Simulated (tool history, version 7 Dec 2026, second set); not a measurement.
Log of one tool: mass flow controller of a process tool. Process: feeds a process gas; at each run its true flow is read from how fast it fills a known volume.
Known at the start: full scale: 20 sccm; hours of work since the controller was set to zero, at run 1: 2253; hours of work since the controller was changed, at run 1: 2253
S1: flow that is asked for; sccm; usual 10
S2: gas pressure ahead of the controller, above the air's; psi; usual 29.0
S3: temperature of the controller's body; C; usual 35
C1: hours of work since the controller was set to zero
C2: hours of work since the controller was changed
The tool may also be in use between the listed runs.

Run 1, day 0.000: usual settings; C1 2253; C2 2253. Result: true flow (%) 98.55.
Run 2, day 7.746: usual settings; C1 2317; C2 2317. Result: true flow (%) 98.71.
Run 3, day 15.312: usual settings; C1 2380; C2 2380. Result: true flow (%) 98.65.
Run 4, day 21.300: usual settings; C1 2429; C2 2429. Result: true flow (%) 98.66.
Run 5, day 29.312: usual settings but S1 18 sccm; C1 2495; C2 2495. Result: true flow (%) 99.51.
Run 6, day 34.233: usual settings but S2 35.2 psi; C1 2536; C2 2536. Result: true flow (%) 99.10.
Run 7, day 39.004: usual settings but S2 28.3 psi; C1 2575; C2 2575. Result: true flow (%) 98.85.
Run 8, day 43.146: usual settings but S1 2 sccm, S2 28.3 psi; C1 2609; C2 2609. Result: true flow (%) 99.59.
Run 9, day 47.296: usual settings but S1 2 sccm, S2 28.3 psi; C1 2643; C2 2643. Result: true flow (%) 99.59.
Run 10, day 51.646: usual settings but S1 8 sccm, S2 28.3 psi; C1 2679; C2 2679. Result: true flow (%) 98.57.
Run 11, day 56.308: usual settings but S1 8 sccm, S2 28.3 psi; C1 2718; C2 2718. Result: true flow (%) 98.67.
Run 12, day 60.229: usual settings but S1 8 sccm, S2 28.3 psi; C1 2750; C2 2750. Result: true flow (%) 98.73.
Run 13, day 66.596: usual settings but S1 8 sccm, S2 28.3 psi; C1 2802; C2 2802. Result: true flow (%) 98.69.
Run 14, day 73.892: usual settings; C1 2862; C2 2862. Result: true flow (%) 98.75.
Run 15, day 78.204: usual settings; C1 2898; C2 2898. Result: true flow (%) 98.83.
Run 16, day 85.188: usual settings but S2 35.8 psi, S3 28 C; C1 2956; C2 2956. Result: true flow (%) 99.82.
Run 17, day 93.892: usual settings but S1 2 sccm, S2 24.8 psi, S3 25 C; C1 3027; C2 3027. Result: true flow (%) 100.97.
Run 18, day 98.267: usual settings but S1 12 sccm, S2 24.4 psi, S3 28 C; C1 3063; C2 3063. Result: true flow (%) 99.73.
Run 19, day 103.396: usual settings but S2 24.5 psi, S3 31 C; C1 3106; C2 3106. Result: true flow (%) 99.23.
Run 20, day 109.425: usual settings but S2 24.5 psi, S3 31 C; C1 3155; C2 3155. Result: true flow (%) 99.18.
Run 21, day 115.617: usual settings but S2 24.5 psi, S3 31 C; C1 3206; C2 3206. Result: true flow (%) 99.27.
Run 22, day 121.362: usual settings but S1 2 sccm, S2 32.1 psi, S3 33 C; C1 3254; C2 3254. Result: true flow (%) 100.55.
Run 23, day 129.242: usual settings but S1 5 sccm, S3 32 C; C1 3319; C2 3319. Result: true flow (%) 99.35.
Run 24, day 134.133: usual settings but S1 18 sccm, S2 33.4 psi, S3 24 C; C1 3359; C2 3359. Result: true flow (%) 101.17.
Run 25, day 138.879: usual settings but S1 18 sccm, S2 33.4 psi, S3 24 C; C1 3398; C2 3398. Result: true flow (%) 101.03.
Run 26, day 146.367: usual settings but S1 18 sccm, S2 33.4 psi, S3 24 C; C1 3460; C2 3460. Result: true flow (%) 101.23.
Run 27, day 151.217: usual settings but S1 17 sccm, S2 33.4 psi; C1 3500; C2 3500. Result: true flow (%) 99.82.
Run 28, day 159.667: usual settings but S1 5 sccm, S2 27.8 psi; C1 3569; C2 3569. Result: true flow (%) 99.04.
Run 29, day 163.671: usual settings but S3 28 C; C1 3602; C2 3602. Result: true flow (%) 99.91.
Run 30, day 167.317: usual settings but S1 2 sccm, S2 38.0 psi, S3 28 C; C1 3632; C2 3632. Result: true flow (%) 101.65.

Forecast each of these 5 alternatives for the next run:
Run A, day 171.950: usual settings but S1 3 sccm, S2 30.6 psi, S3 31 C; C1 3671; C2 3671. Result: true flow (%) ?.
Run B, day 171.950: usual settings but S1 20 sccm, S2 27.6 psi, S3 23 C; C1 3671; C2 3671. Result: true flow (%) ?.
Run C, day 171.950: usual settings but S1 3 sccm, S3 24 C; C1 3671; C2 3671. Result: true flow (%) ?.
Run D, day 171.950: usual settings but S1 8 sccm, S2 35.4 psi, S3 26 C; C1 3671; C2 3671. Result: true flow (%) ?.
Run E, day 171.950: usual settings but S1 3 sccm; C1 3671; C2 3671. Result: true flow (%) ?.

run  true flow (%)
  A         100.23
  B         101.28
  C         100.96
  D         100.21
  E          99.75
Without the tool's hidden state the same runs would have given:
run  true flow (%)
  A          97.34
  B         100.10
  C          98.08
  D          98.57
  E          96.87
